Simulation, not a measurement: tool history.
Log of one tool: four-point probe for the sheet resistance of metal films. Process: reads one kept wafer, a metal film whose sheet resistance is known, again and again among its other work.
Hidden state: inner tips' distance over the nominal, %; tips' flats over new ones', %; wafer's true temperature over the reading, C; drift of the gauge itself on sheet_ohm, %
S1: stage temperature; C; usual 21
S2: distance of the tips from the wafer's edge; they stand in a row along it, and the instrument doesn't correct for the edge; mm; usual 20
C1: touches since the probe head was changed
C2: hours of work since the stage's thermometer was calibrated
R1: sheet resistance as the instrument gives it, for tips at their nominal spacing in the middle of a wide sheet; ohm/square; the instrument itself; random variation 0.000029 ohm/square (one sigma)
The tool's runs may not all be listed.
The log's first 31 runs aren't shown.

run 32 hour=1689.9 | S1=30 S2=3 | C1=15432 C2=1079 | R1=0.150237
run 33 hour=1747.5 | S1=30 S2=3 | C1=16880 C2=1110 | R1=0.150215
run 34 hour=1802.8 | S1=29 S2=3 | C1=18272 C2=1140 | R1=0.150092
run 35 hour=1872.2 | S1=18 S2=18 | C1=20016 C2=1177 | R1=0.142015
run 36 hour=1930.7 | S1=23 S2=73 | C1=21487 C2=1209 | R1=0.141898
run 37 hour=2008.1 | S1=30 S2=13 | C1=23434 C2=1251 | R1=0.142440
run 38 hour=2064.5 | S1=30 S2=13 | C1=24852 C2=1281 | R1=0.142340
run 39 hour=2098.5 | S1=30 S2=13 | C1=25709 C2=1300 | R1=0.142333
run 40 hour=2176.1 | S1=20 S2=15 | C1=27660 C2=1342 | R1=0.141978
run 41 hour=2230.4 | S1=28 S2=9 | C1=29025 C2=1371 | R1=0.142651
run 42 hour=2304.2 | S1=28 S2=9 | C1=30883 C2=1411 | R1=0.142664

5 ways to go on from here, each from the tool as it stands after run 42. What would each give?
run A hour=2370.0 | S1=19 S2=9 | C1=32536 C2=1447 | R1=?
run B hour=2370.0 | S1=28 S2=4 | C1=32536 C2=1447 | R1=?
run C hour=2370.0 | S1=18 S2=72 | C1=32536 C2=1447 | R1=?
run D hour=2370.0 | S1=28 S2=11 | C1=32536 C2=1447 | R1=?
run E hour=2370.0 | S1=22 S2=25 | C1=32536 C2=1447 | R1=?

run=A R1=0.142323
run=B R1=0.146215
run=C R1=0.141377
run=D R1=0.142296
run=E R1=0.141625
Without the tool's hidden state the same runs would have given:
run=A R1=0.143727
run=B R1=0.147656
run=C R1=0.142772
run=D R1=0.143700
run=E R1=0.143023
